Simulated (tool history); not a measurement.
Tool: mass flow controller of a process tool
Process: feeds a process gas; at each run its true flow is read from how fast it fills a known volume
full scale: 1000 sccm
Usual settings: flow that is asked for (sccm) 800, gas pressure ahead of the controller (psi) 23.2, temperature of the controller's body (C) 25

| run | hour | flow that is asked for (sccm) | gas pressure ahead of the controller (psi) | temperature of the controller's body (C) | true flow (%) |
|---|---|---|---|---|---|
| 1 | 0.0 | 800 | 23.2 | 25 | 99.76 |
| 2 | 75.3 | 800 | 21.0 | 25 | 99.79 |
| 3 | 140.0 | 800 | 21.0 | 25 | 99.65 |
| 4 | 222.9 | 800 | 20.3 | 25 | 99.78 |
| 5 | 293.6 | 800 | 20.3 | 25 | 99.84 |
| 6 | 398.7 | 800 | 20.3 | 25 | 99.86 |
| 7 | 498.0 | 800 | 20.3 | 25 | 100.00 |
| 8 | 602.0 | 800 | 20.3 | 25 | 99.91 |
| 9 | 694.7 | 800 | 23.2 | 25 | 99.92 |
| 10 | 777.9 | 800 | 23.2 | 27 | 99.98 |
| 11 | 887.9 | 221 | 33.2 | 39 | 100.07 |
| 12 | 968.2 | 138 | 23.2 | 28 | 99.57 |
| 13 | 1039.1 | 274 | 28.9 | 31 | 99.50 |
| 14 | 1124.9 | 274 | 28.9 | 31 | 99.65 |

Forecast each of these 3 alternatives for the next run:
| A | 1197.2 | 434 | 31.3 | 36 | ? |
| B | 1197.2 | 800 | 23.2 | 38 | ? |
| C | 1197.2 | 222 | 28.9 | 31 | ? |

| run | true flow (%) |
|---|---|
| A | 99.80 |
| B | 100.59 |
| C | 99.62 |
Without the tool's hidden state the same runs would have given:
| run | true flow (%) |
|---|---|
| A | 99.15 |
| B | 100.10 |
| C | 98.62 |
